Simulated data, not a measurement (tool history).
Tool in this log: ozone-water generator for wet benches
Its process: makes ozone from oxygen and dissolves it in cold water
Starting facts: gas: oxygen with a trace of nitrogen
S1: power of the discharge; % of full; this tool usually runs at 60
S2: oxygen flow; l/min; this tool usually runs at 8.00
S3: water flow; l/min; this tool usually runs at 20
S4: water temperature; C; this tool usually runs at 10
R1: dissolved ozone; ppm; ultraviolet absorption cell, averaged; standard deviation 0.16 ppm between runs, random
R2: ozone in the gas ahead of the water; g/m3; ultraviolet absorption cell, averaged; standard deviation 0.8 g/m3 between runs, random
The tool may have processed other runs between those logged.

Run 1, hour 0.0: usual settings. Result: R1 19.1 ppm, R2 119.9 g/m3.
Run 2, hour 62.7: usual settings but S1 52 % of full. Result: R1 17.2 ppm, R2 107.7 g/m3.
Run 3, hour 102.4: usual settings but S1 52 % of full. Result: R1 17.3 ppm, R2 106.9 g/m3.
Run 4, hour 183.2: usual settings but S1 52 % of full. Result: R1 17.3 ppm, R2 107.1 g/m3.
Run 5, hour 230.9: usual settings but S1 89 % of full. Result: R1 25.6 ppm, R2 158.1 g/m3.
Run 6, hour 296.6: usual settings but S1 89 % of full. Result: R1 25.6 ppm, R2 157.4 g/m3.
Run 7, hour 380.5: usual settings but S4 13 C. Result: R1 18.0 ppm, R2 118.5 g/m3.
Run 8, hour 427.0: usual settings but S3 15 l/min. Result: R1 23.3 ppm, R2 118.0 g/m3.
Run 9, hour 489.1: usual settings but S3 15 l/min. Result: R1 23.4 ppm, R2 119.0 g/m3.
Run 10, hour 576.4: usual settings but S3 15 l/min. Result: R1 23.4 ppm, R2 118.5 g/m3.
Run 11, hour 665.7: usual settings but S3 15 l/min. Result: R1 23.5 ppm, R2 117.2 g/m3.
Run 12, hour 744.4: usual settings but S3 15 l/min. Result: R1 23.2 ppm, R2 117.1 g/m3.
Run 13, hour 804.5: usual settings but S1 86 % of full. Result: R1 25.0 ppm, R2 152.1 g/m3.
Run 14, hour 845.4: usual settings but S1 84 % of full, S2 4.67 l/min. Result: R1 25.6 ppm, R2 217.1 g/m3.
Run 15, hour 915.0: usual settings but S2 12.41 l/min, S3 28 l/min. Result: R1 13.4 ppm, R2 86.9 g/m3.
Run 16, hour 1005.4: usual settings but S1 61 % of full, S2 6.05 l/min, S3 19 l/min, S4 9 C. Result: R1 21.0 ppm, R2 143.0 g/m3.
Run 17, hour 1046.6: usual settings but S1 55 % of full. Result: R1 17.8 ppm, R2 110.8 g/m3.
Run 18, hour 1127.8: usual settings but S1 62 % of full. Result: R1 19.4 ppm, R2 120.1 g/m3.
Run 19, hour 1213.0: usual settings but S1 62 % of full. Result: R1 19.2 ppm, R2 120.0 g/m3.
Run 20, hour 1288.5: usual settings but S2 8.98 l/min, S4 7 C. Result: R1 19.2 ppm, R2 109.7 g/m3.
Run 21, hour 1351.3: usual settings but S1 72 % of full, S2 13.92 l/min, S3 25 l/min, S4 17 C. Result: R1 13.9 ppm, R2 90.7 g/m3.
Run 22, hour 1420.0: usual settings but S1 72 % of full, S2 13.92 l/min, S3 25 l/min, S4 17 C. Result: R1 14.1 ppm, R2 91.6 g/m3.
Run 23, hour 1466.4: usual settings but S1 72 % of full, S2 13.92 l/min, S3 25 l/min, S4 17 C. Result: R1 14.0 ppm, R2 90.7 g/m3.
Run 24, hour 1543.4: usual settings but S1 72 % of full, S2 13.92 l/min, S3 25 l/min, S4 17 C. Result: R1 14.0 ppm, R2 90.5 g/m3.
Run 25, hour 1588.1: usual settings but S1 72 % of full, S2 13.92 l/min, S3 25 l/min, S4 17 C. Result: R1 14.2 ppm, R2 91.3 g/m3.

For some of the steps in R1 from one run to the next: how much would appear even if the tool had no hidden state, given the settings, what came in and random variation, and how much remains for the hidden state plus any gauge scatter that the measured result and the result without hidden state don't share?
Hidden state present: yield of the discharge, % of new electrodes'; contactor's efficiency, % of a clean one's; true water temperature over the reading, C; drift of the gauge itself on ozone_ppm, %; drift of the gauge itself on gas_g_m3, %.
Run 4 -> 5: S1 52 -> 89. R1 +8.3 ppm: hidden state -1.2, all else +9.5.
Run 14 -> 15: S1 84 -> 60, S2 4.67 -> 12.41, S3 20 -> 28. R1 -12.2 ppm: hidden state +1.4, all else -13.6.
